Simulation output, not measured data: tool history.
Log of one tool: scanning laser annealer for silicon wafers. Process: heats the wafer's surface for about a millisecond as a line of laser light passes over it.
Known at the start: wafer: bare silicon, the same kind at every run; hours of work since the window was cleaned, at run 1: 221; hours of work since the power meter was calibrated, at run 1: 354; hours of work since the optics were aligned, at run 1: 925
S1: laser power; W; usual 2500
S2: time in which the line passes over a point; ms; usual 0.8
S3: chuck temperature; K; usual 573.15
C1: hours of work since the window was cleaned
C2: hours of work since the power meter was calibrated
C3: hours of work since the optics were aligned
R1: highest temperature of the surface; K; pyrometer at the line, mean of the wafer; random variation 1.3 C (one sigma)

| run | hour | S1 | S2 | S3 | C1 | C2 | C3 | R1 |
|---|---|---|---|---|---|---|---|---|
| 1 | 0 | 2500 | 0.8 | 573.15 | 221 | 354 | 925 | 1321.15 |
| 2 | 17.1 | 2500 | 0.8 | 573.15 | 233 | 366 | 936 | 1322.15 |
| 3 | 32.5 | 2500 | 0.8 | 573.15 | 243 | 376 | 947 | 1322.15 |
| 4 | 41.2 | 2227 | 0.8 | 573.15 | 249 | 382 | 952 | 1226.15 |
| 5 | 54.1 | 2500 | 0.982 | 573.15 | 257 | 390 | 961 | 1406.15 |
| 6 | 63.8 | 2500 | 0.982 | 573.15 | 264 | 397 | 967 | 1406.15 |
| 7 | 74.1 | 2362 | 0.8 | 573.15 | 271 | 404 | 974 | 1271.15 |
| 8 | 90.5 | 2500 | 0.8 | 597.15 | 281 | 414 | 985 | 1346.15 |
| 9 | 101.6 | 2500 | 0.8 | 597.15 | 289 | 422 | 993 | 1346.15 |
| 10 | 113.8 | 2500 | 0.8 | 573.15 | 297 | 430 | 1001 | 1322.15 |
| 11 | 130.8 | 2500 | 0.8 | 573.15 | 308 | 441 | 1012 | 1323.15 |
| 12 | 140.3 | 2500 | 0.8 | 573.15 | 315 | 448 | 1018 | 1323.15 |
| 13 | 154.6 | 2500 | 0.8 | 573.15 | 324 | 457 | 1028 | 1323.15 |
| 14 | 169.7 | 2500 | 0.83 | 573.15 | 334 | 467 | 1038 | 1334.15 |
| 15 | 183.6 | 2500 | 0.633 | 573.15 | 343 | 477 | 1047 | 1239.15 |
| 16 | 192.2 | 2500 | 0.8 | 573.15 | 349 | 482 | 1053 | 1321.15 |
| 17 | 203.4 | 2500 | 0.8 | 573.15 | 357 | 490 | 1060 | 1321.15 |
| 18 | 221.2 | 2625 | 0.8 | 573.15 | 368 | 502 | 1072 | 1369.15 |
| 19 | 238 | 2625 | 0.8 | 573.15 | 380 | 513 | 1084 | 1366.15 |
| 20 | 255.6 | 2625 | 0.8 | 573.15 | 391 | 524 | 1095 | 1371.15 |
| 21 | 273.9 | 2663 | 0.639 | 586.15 | 404 | 537 | 1107 | 1306.15 |
| 22 | 291.7 | 2648 | 0.985 | 561.15 | 415 | 549 | 1119 | 1456.15 |
| 23 | 308 | 2423 | 0.833 | 609.15 | 426 | 559 | 1130 | 1346.15 |
| 24 | 317.2 | 2440 | 0.954 | 581.15 | 432 | 566 | 1136 | 1377.15 |
| 25 | 333.9 | 2440 | 0.954 | 581.15 | 444 | 577 | 1147 | 1380.15 |
| 26 | 350.7 | 2440 | 0.954 | 581.15 | 455 | 588 | 1159 | 1378.15 |
| 27 | 365.8 | 2158 | 0.596 | 573.15 | 465 | 598 | 1169 | 1112.15 |
| 28 | 384.5 | 2500 | 0.625 | 536.15 | 477 | 610 | 1181 | 1195.15 |
| 29 | 400.6 | 2693 | 0.71 | 571.15 | 488 | 621 | 1192 | 1342.15 |
| 30 | 416.7 | 2401 | 0.745 | 553.15 | 499 | 632 | 1203 | 1241.15 |
| 31 | 430.1 | 2748 | 0.72 | 560.15 | 508 | 641 | 1211 | 1356.15 |
| 32 | 445.5 | 2748 | 0.72 | 560.15 | 518 | 651 | 1222 | 1357.15 |
|  | 455.7 | optics aligned, line set to its width |
| 33 | 458.4 | 2257 | 0.999 | 565.15 | 523 | 656 | 2 | 1306.15 |
| 34 | 466.4 | 2257 | 0.999 | 565.15 | 529 | 662 | 7 | 1308.15 |
| 35 | 480.3 | 2628 | 0.661 | 576.15 | 538 | 671 | 16 | 1298.15 |
| 36 | 489.3 | 2628 | 0.661 | 576.15 | 544 | 677 | 22 | 1299.15 |
| 37 | 500 | 2582 | 0.8 | 609.15 | 551 | 684 | 30 | 1388.15 |
| 38 | 516.7 | 2500 | 0.61 | 598.15 | 562 | 695 | 41 | 1251.15 |
| 39 | 528 | 2734 | 0.577 | 603.15 | 570 | 703 | 48 | 1310.15 |
| 40 | 542.9 | 2734 | 0.577 | 603.15 | 579 | 713 | 58 | 1311.15 |

3 ways to go on from here, each from the tool as it stands after run 40. What would each give?
| A | 560.9 | 2500 | 0.645 | 573.15 | 591 | 725 | 70 | ? |
| B | 560.9 | 2503 | 0.666 | 599.15 | 591 | 725 | 70 | ? |
| C | 560.9 | 2144 | 0.8 | 573.15 | 591 | 725 | 70 | ? |

| run | R1 |
|---|---|
| A | 1244.15 |
| B | 1282.15 |
| C | 1196.15 |
Without the tool's hidden state the same runs would have given:
| run | R1 |
|---|---|
| A | 1245.15 |
| B | 1283.15 |
| C | 1196.15 |

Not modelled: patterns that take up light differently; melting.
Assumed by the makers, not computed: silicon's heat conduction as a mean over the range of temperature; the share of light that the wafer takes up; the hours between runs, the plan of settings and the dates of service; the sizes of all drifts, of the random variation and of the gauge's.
